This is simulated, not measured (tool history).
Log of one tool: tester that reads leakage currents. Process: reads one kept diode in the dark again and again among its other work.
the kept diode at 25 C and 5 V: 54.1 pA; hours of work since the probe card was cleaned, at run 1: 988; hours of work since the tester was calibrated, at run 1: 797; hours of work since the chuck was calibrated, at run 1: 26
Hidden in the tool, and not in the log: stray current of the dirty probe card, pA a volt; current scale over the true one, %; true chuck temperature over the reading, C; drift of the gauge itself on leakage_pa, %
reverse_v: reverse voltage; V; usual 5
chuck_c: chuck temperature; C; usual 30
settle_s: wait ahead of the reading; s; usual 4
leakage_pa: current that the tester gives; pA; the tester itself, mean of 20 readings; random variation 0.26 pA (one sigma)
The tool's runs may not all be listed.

run	hour	reverse_v	chuck_c	settle_s	hours of work since the probe card was cleaned	hours of work since the tester was calibrated	hours of work since the chuck was calibrated	leakage_pa
1	0	5	30	4	988	797	26	88.43
2	33.8	5	30	4	1006	815	44	88.13
3	74.2	5	30	4	1028	837	66	87.93
4	95.1	5	30	0.96	1039	848	77	88.33
5	136.3	2.76	30	4	1061	870	99	69.16
6	159.6	1.25	30	4	1074	883	112	50.55
7	197.2	1.25	30	4	1094	903	132	50.45
8	238.6	2.29	30	0.71	1116	925	154	64.02
# hour 244.1: chuck's temperature calibrated
9	277.7	2.29	30	0.71	1136	945	18	63.13
10	304.3	5	30	2.72	1150	959	32	85.57
11	322.2	5	25	4	1160	969	42	55.32
12	365.2	6.21	35	1.86	1183	992	65	142.2
13	384.8	2.18	22	2.01	1193	1002	75	30.01
14	406.4	2.18	30	2.01	1205	1014	87	61

Forecast each of these 5 alternatives for the next run:
A	427.2	2.18	30	0.64	1216	1025	98	?
B	427.2	2.18	57	2.01	1216	1025	98	?
C	427.2	5	47	0.52	1216	1025	98	?
D	427.2	4.18	59	1.4	1216	1025	98	?
E	427.2	3.95	43	0.46	1216	1025	98	?

run	leakage_pa
A	61.09
B	555.09
C	350.53
D	829.66
E	231.47
Without the tool's hidden state the same runs would have given:
run	leakage_pa
A	62.8
B	578.96
C	363.94
D	864.1
E	240.14
